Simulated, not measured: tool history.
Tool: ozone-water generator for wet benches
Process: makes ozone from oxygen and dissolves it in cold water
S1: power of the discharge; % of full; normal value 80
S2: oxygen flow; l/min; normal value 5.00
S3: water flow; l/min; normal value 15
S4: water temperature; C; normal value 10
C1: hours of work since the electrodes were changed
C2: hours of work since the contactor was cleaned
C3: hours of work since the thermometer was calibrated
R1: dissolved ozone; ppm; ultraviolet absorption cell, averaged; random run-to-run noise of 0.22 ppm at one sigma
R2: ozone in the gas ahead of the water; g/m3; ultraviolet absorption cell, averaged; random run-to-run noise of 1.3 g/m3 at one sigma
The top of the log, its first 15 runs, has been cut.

run    hour  S1    S2  S3  S4    C1    C2    C3    R1     R2
 16   706.0  80  5.00  20  10  2953  1663  2860  23.3  226.0
 17   779.6  80  4.02  20  10  3021  1732  2929  21.8  243.4
 18   839.8  64  5.00  21  16  3077  1788  2985  17.9  193.0
 19   903.4  70  3.11  15   7  3137  1847  3044  25.7  242.9
 20   963.5  52  4.71  15   9  3192  1903  3100  23.4  172.0
 21   996.7  52  4.71  15   9  3223  1934  3130  23.0  173.5
 22  1064.2  48  5.96  17  10  3286  1997  3193  20.2  151.3
 23  1113.0  80  5.00  14  10  3332  2042  3239  32.2  223.3
 24  1159.2  80  5.92  15   8  3375  2085  3282  32.1  208.1
 25  1190.3  56  3.76   9   6  3403  2114  3310  36.9  195.0
 26  1241.4  57  8.34   9   6  3451  2161  3358  39.3  148.5
 27  1307.9  57  8.34  10   6  3513  2223  3420  36.6  149.1
 28  1344.8  57  8.34  10   6  3547  2258  3454  36.8  148.9
 29  1400.1  80  5.00  11  15  3599  2309  3506  35.3  222.3
 30  1470.1  80  5.00  21  10  3664  2374  3571  21.6  220.5
 31  1519.6  44  7.10  10  10  3710  2420  3617  28.4  131.9
 32  1579.2  44  7.10  10  10  3765  2476  3672  28.4  131.2

What if the next run were any one of these 4? Each begins from the tool's condition after run 32:
  A  1623.1  80  4.20  15   9  3806  2516  3713   ?   ?
  B  1623.1  80  8.50  15  10  3806  2516  3713   ?   ?
  C  1623.1  80  7.26  15  10  3806  2516  3713   ?   ?
  D  1623.1  80  6.25   9   8  3806  2516  3713   ?   ?

run    R1     R2
  A  29.0  235.4
  B  31.8  184.2
  C  31.9  194.0
  D  45.8  204.4
Take away the tool's hidden state, keep each run's random variation, and the runs would have read:
run    R1     R2
  A  32.5  257.9
  B  35.6  201.8
  C  35.8  212.5
  D  51.0  224.0

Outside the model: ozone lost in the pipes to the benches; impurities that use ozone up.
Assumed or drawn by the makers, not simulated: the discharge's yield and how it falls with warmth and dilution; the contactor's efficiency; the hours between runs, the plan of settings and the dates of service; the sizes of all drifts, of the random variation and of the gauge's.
